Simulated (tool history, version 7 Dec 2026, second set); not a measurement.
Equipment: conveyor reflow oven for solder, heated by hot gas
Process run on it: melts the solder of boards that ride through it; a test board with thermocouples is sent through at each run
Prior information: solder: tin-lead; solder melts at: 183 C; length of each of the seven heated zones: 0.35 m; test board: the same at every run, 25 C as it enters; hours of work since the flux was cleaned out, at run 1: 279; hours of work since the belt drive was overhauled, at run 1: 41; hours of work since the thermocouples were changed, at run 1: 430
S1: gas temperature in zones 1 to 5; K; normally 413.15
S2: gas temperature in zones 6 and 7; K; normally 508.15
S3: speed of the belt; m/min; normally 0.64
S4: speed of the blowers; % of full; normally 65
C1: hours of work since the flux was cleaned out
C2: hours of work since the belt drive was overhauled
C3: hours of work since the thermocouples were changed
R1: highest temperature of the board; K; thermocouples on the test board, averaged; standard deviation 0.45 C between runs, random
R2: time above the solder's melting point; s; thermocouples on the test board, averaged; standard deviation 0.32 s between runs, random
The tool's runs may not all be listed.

{"run": 1, "hour": 0.0, "S1": 413.15, "S2": 508.15, "S3": 0.64, "S4": 65, "C1": 279, "C2": 41, "C3": 430, "R1": 489.45, "R2": 49.8}
{"run": 2, "hour": 8.2, "S1": 413.15, "S2": 508.15, "S3": 0.64, "S4": 65, "C1": 284, "C2": 46, "C3": 435, "R1": 490.65, "R2": 49.4}
{"run": 3, "hour": 21.1, "S1": 413.15, "S2": 508.15, "S3": 0.64, "S4": 65, "C1": 293, "C2": 55, "C3": 444, "R1": 489.45, "R2": 49.9}
{"run": 4, "hour": 34.0, "S1": 413.15, "S2": 508.15, "S3": 0.64, "S4": 56, "C1": 302, "C2": 64, "C3": 453, "R1": 487.25, "R2": 47.2}
{"run": 5, "hour": 48.0, "S1": 413.15, "S2": 508.15, "S3": 0.64, "S4": 56, "C1": 311, "C2": 73, "C3": 462, "R1": 487.05, "R2": 47}
{"run": 6, "hour": 60.8, "S1": 413.15, "S2": 508.15, "S3": 0.754, "S4": 56, "C1": 320, "C2": 82, "C3": 471, "R1": 481.15, "R2": 34.7}
{"run": 7, "hour": 69.3, "S1": 413.15, "S2": 508.15, "S3": 0.64, "S4": 65, "C1": 326, "C2": 88, "C3": 477, "R1": 489.95, "R2": 49.5}
{"run": 8, "hour": 85.9, "S1": 413.15, "S2": 508.15, "S3": 0.64, "S4": 65, "C1": 337, "C2": 99, "C3": 488, "R1": 489.95, "R2": 49.1}
{"run": 9, "hour": 97.9, "S1": 413.15, "S2": 508.15, "S3": 0.64, "S4": 65, "C1": 345, "C2": 107, "C3": 496, "R1": 488.85, "R2": 48.9}
{"run": 10, "hour": 110.2, "S1": 413.15, "S2": 510.15, "S3": 0.64, "S4": 65, "C1": 354, "C2": 115, "C3": 505, "R1": 491.75, "R2": 50.6}
{"run": 11, "hour": 120.9, "S1": 413.15, "S2": 510.15, "S3": 0.64, "S4": 65, "C1": 361, "C2": 123, "C3": 512, "R1": 491.65, "R2": 49.7}
{"run": 12, "hour": 133.4, "S1": 413.15, "S2": 510.15, "S3": 0.64, "S4": 65, "C1": 369, "C2": 131, "C3": 520, "R1": 491.75, "R2": 50.4}
{"hour": 139.1, "done": "flux residue cleaned out of gas plates and filters"}
{"run": 13, "hour": 147.4, "S1": 413.15, "S2": 501.15, "S3": 0.531, "S4": 77, "C1": 6, "C2": 137, "C3": 527, "R1": 490.15, "R2": 61.7}
{"run": 14, "hour": 160.7, "S1": 423.15, "S2": 504.15, "S3": 0.713, "S4": 73, "C1": 15, "C2": 146, "C3": 536, "R1": 486.85, "R2": 44.3}
{"run": 15, "hour": 176.1, "S1": 418.15, "S2": 508.15, "S3": 0.677, "S4": 65, "C1": 25, "C2": 157, "C3": 546, "R1": 488.65, "R2": 46.7}
{"run": 16, "hour": 191.9, "S1": 413.15, "S2": 510.15, "S3": 0.525, "S4": 65, "C1": 36, "C2": 167, "C3": 557, "R1": 496.65, "R2": 66.1}
{"hour": 203.5, "done": "flux residue cleaned out of gas plates and filters, once more"}
{"run": 17, "hour": 207.5, "S1": 413.15, "S2": 508.15, "S3": 0.665, "S4": 65, "C1": 3, "C2": 175, "C3": 564, "R1": 489.75, "R2": 48.3}
{"run": 18, "hour": 215.8, "S1": 413.15, "S2": 508.15, "S3": 0.665, "S4": 65, "C1": 8, "C2": 180, "C3": 570, "R1": 490.25, "R2": 47.8}
{"run": 19, "hour": 223.2, "S1": 420.15, "S2": 508.15, "S3": 0.64, "S4": 52, "C1": 13, "C2": 185, "C3": 575, "R1": 487.85, "R2": 50.6}
{"run": 20, "hour": 230.3, "S1": 410.15, "S2": 508.15, "S3": 0.64, "S4": 65, "C1": 18, "C2": 190, "C3": 579, "R1": 490.75, "R2": 49.5}
{"run": 21, "hour": 244.4, "S1": 403.15, "S2": 503.15, "S3": 0.696, "S4": 87, "C1": 28, "C2": 200, "C3": 589, "R1": 488.05, "R2": 42.6}
{"run": 22, "hour": 258.1, "S1": 403.15, "S2": 503.15, "S3": 0.696, "S4": 87, "C1": 37, "C2": 209, "C3": 598, "R1": 487.35, "R2": 42.1}

Forecast each of these 5 alternatives for the next run:
{"run": "A", "hour": 265.8, "S1": 403.15, "S2": 520.15, "S3": 0.696, "S4": 73, "C1": 42, "C2": 214, "C3": 603, "R1": "?", "R2": "?"}
{"run": "B", "hour": 265.8, "S1": 419.15, "S2": 503.15, "S3": 0.595, "S4": 79, "C1": 42, "C2": 214, "C3": 603, "R1": "?", "R2": "?"}
{"run": "C", "hour": 265.8, "S1": 413.15, "S2": 508.15, "S3": 0.732, "S4": 65, "C1": 42, "C2": 214, "C3": 603, "R1": "?", "R2": "?"}
{"run": "D", "hour": 265.8, "S1": 413.15, "S2": 508.15, "S3": 0.64, "S4": 65, "C1": 42, "C2": 214, "C3": 603, "R1": "?", "R2": "?"}
{"run": "E", "hour": 265.8, "S1": 413.15, "S2": 508.15, "S3": 0.64, "S4": 77, "C1": 42, "C2": 214, "C3": 603, "R1": "?", "R2": "?"}

run=A R1=498.35 R2=48.3
run=B R1=492.65 R2=58.3
run=C R1=486.75 R2=40.3
run=D R1=490.85 R2=50.6
run=E R1=493.35 R2=53.1
Stripped of hidden state, with their random variation kept, the same runs would have yielded:
run=A R1=500.35 R2=49.1
run=B R1=494.55 R2=59.3
run=C R1=488.55 R2=41.4
run=D R1=492.75 R2=51.6
run=E R1=495.35 R2=54.1

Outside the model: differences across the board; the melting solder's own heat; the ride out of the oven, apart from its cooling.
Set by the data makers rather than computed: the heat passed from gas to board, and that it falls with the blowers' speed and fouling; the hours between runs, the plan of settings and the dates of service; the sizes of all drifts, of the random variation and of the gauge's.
